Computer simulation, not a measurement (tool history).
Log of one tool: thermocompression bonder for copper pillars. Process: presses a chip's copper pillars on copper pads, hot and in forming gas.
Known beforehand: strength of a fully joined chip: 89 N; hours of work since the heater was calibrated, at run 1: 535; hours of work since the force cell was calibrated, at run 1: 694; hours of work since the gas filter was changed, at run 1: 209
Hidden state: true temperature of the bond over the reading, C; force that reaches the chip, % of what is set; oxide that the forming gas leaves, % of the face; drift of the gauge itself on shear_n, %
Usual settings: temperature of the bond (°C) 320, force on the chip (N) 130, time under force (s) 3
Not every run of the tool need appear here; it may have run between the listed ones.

run	hour	temperature of the bond (°C)	force on the chip (N)	time under force (s)	hours of work since the heater was calibrated	hours of work since the force cell was calibrated	hours of work since the gas filter was changed	force that shears a chip off (N)
1	0	320	130	3	535	694	209	51.8
2	36.5	320	130	3	551	710	224	52
3	79.5	320	130	3	569	729	243	51.9
4	106.7	320	130	3	581	740	255	52.2
5	150.5	320	130	3	600	759	274	51.9
# hour 174.3: force cell calibrated
6	180.2	320	130	3	612	3	286	52.2
7	213	320	130	3	626	17	300	52.1
8	233.3	320	130	6	635	25	309	63.4
# hour 271: forming gas filter changed
9	271	320	130	6	651	41	0	63.1
10	305.2	320	130	6	666	56	15	63.6
11	326	320	130	6	675	65	24	63.9
12	360.7	320	130	6	690	80	39	63.9
13	392.6	320	130	6	704	94	52	63.6
14	435.8	320	130	5	722	113	71	60.7
15	457.4	330	130	7	732	122	80	70.3
16	478.9	331	139	2	741	131	90	54
17	508.6	305	147	2	754	144	102	45
18	533.7	304	147	7	764	155	113	64.8
19	566.7	308	89	3	779	169	128	31
20	592.5	349	88	7	790	180	139	60
21	639.4	305	79	3	810	200	159	25.8
22	674.5	320	123	3	825	215	174	50.2
23	714.7	320	123	3	843	233	191	50
24	757.4	345	114	2	861	251	210	50.7
25	776.5	320	84	6	869	259	218	43.1
26	809.5	324	165	6	883	274	232	76
27	840.2	324	165	6	897	287	245	76.3
28	866.3	324	165	6	908	298	257	76.6

Hidden state or all else? Some run-to-run changes of force that shears a chip off (N), split into what the settings, what came in and random variation would give without the hidden state, and what is left for the hidden state (with any gauge scatter that isn't in both results):
Run 18 -> 19: temperature of the bond (°C) 304 -> 308, force on the chip (N) 147 -> 89, time under force (s) 7 -> 3. force that shears a chip off (N) -33.8: hidden state -0.4, all else -33.4.
Run 20 -> 21: temperature of the bond (°C) 349 -> 305, force on the chip (N) 88 -> 79, time under force (s) 7 -> 3. force that shears a chip off (N) -34.2: hidden state -0.4, all else -33.8.
Run 25 -> 26: temperature of the bond (°C) 320 -> 324, force on the chip (N) 84 -> 165. force that shears a chip off (N) +32.9: hidden state +0.5, all else +32.4.
